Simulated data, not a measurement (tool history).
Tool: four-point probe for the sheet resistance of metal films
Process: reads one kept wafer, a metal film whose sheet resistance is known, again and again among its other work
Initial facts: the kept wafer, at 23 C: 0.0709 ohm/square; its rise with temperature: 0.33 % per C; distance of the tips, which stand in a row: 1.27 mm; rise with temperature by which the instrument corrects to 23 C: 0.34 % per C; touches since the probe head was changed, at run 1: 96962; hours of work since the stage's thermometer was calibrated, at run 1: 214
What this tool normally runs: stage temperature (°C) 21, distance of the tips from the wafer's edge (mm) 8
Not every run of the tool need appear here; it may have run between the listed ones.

| run | hour | stage temperature (°C) | distance of the tips from the wafer's edge (mm) | touches since the probe head was changed | hours of work since the stage's thermometer was calibrated | sheet resistance as the instrument gives it (ohm/square) |
|---|---|---|---|---|---|---|
| 1 | 0.0 | 21 | 8 | 96962 | 214 | 0.071698 |
| 2 | 20.0 | 21 | 10 | 97746 | 225 | 0.071380 |
| 3 | 40.3 | 21 | 8 | 98539 | 236 | 0.071721 |
| 4 | 59.5 | 21 | 8 | 99289 | 246 | 0.071685 |
| 5 | 79.1 | 29 | 8 | 100058 | 257 | 0.071605 |
| 6 | 92.8 | 20 | 8 | 100595 | 265 | 0.071692 |
| 7 | 109.8 | 20 | 8 | 101259 | 274 | 0.071686 |
| 8 | 126.1 | 20 | 8 | 101894 | 283 | 0.071672 |
| 9 | 142.4 | 21 | 31 | 102533 | 292 | 0.070755 |
| 10 | 160.5 | 21 | 31 | 103243 | 302 | 0.070778 |
| 11 | 174.3 | 21 | 16 | 103781 | 310 | 0.070968 |
| 12 | 190.3 | 21 | 16 | 104409 | 319 | 0.070968 |
| 13 | 204.5 | 21 | 16 | 104964 | 327 | 0.070967 |
| 14 | 217.6 | 21 | 16 | 105476 | 334 | 0.070979 |
| 15 | 230.5 | 21 | 16 | 105980 | 341 | 0.070948 |
| 16 | 249.0 | 21 | 8 | 106705 | 351 | 0.071656 |
| 17 | 266.7 | 21 | 8 | 107398 | 361 | 0.071631 |
| 18 | 282.0 | 21 | 8 | 107995 | 370 | 0.071642 |
| 19 | 301.7 | 21 | 8 | 108767 | 381 | 0.071647 |
|  | 304.0 | stage's thermometer calibrated |
| 20 | 322.6 | 21 | 59 | 109563 | 10 | 0.070677 |
| 21 | 334.2 | 34 | 11 | 110017 | 17 | 0.071082 |
|  | 349.0 | stage's thermometer calibrated, once more |
| 22 | 354.9 | 33 | 32 | 110808 | 3 | 0.070663 |
|  | 364.1 | new probe head fitted |
| 23 | 371.6 | 19 | 35 | 293 | 12 | 0.070982 |
| 24 | 389.4 | 19 | 35 | 990 | 22 | 0.071003 |
| 25 | 404.9 | 22 | 8 | 1595 | 30 | 0.071847 |
| 26 | 416.7 | 25 | 22 | 2057 | 37 | 0.070995 |
| 27 | 426.0 | 28 | 22 | 2422 | 42 | 0.071011 |
| 28 | 443.2 | 34 | 9 | 3092 | 52 | 0.071572 |
| 29 | 455.5 | 34 | 9 | 3573 | 58 | 0.071570 |
| 30 | 474.0 | 34 | 9 | 4297 | 69 | 0.071528 |
| 31 | 485.8 | 34 | 9 | 4759 | 75 | 0.071520 |
| 32 | 500.1 | 22 | 13 | 5320 | 83 | 0.071260 |
| 33 | 520.7 | 29 | 20 | 6126 | 95 | 0.070987 |
| 34 | 537.2 | 29 | 20 | 6772 | 104 | 0.070976 |

Predict each of these 5 candidate next runs independently; none follows another, all start after run 34:
| A | 551.7 | 20 | 8 | 7337 | 112 | ? |
| B | 551.7 | 20 | 63 | 7337 | 112 | ? |
| C | 551.7 | 29 | 8 | 7337 | 112 | ? |
| D | 551.7 | 29 | 8 | 7337 | 112 | ? |
| E | 551.7 | 32 | 8 | 7337 | 112 | ? |

| run | sheet resistance as the instrument gives it (ohm/square) |
|---|---|
| A | 0.071857 |
| B | 0.070931 |
| C | 0.071766 |
| D | 0.071801 |
| E | 0.071747 |
Had the tool no hidden state, the same runs would have come out as:
| run | sheet resistance as the instrument gives it (ohm/square) |
|---|---|
| A | 0.071877 |
| B | 0.070951 |
| C | 0.071786 |
| D | 0.071821 |
| E | 0.071768 |
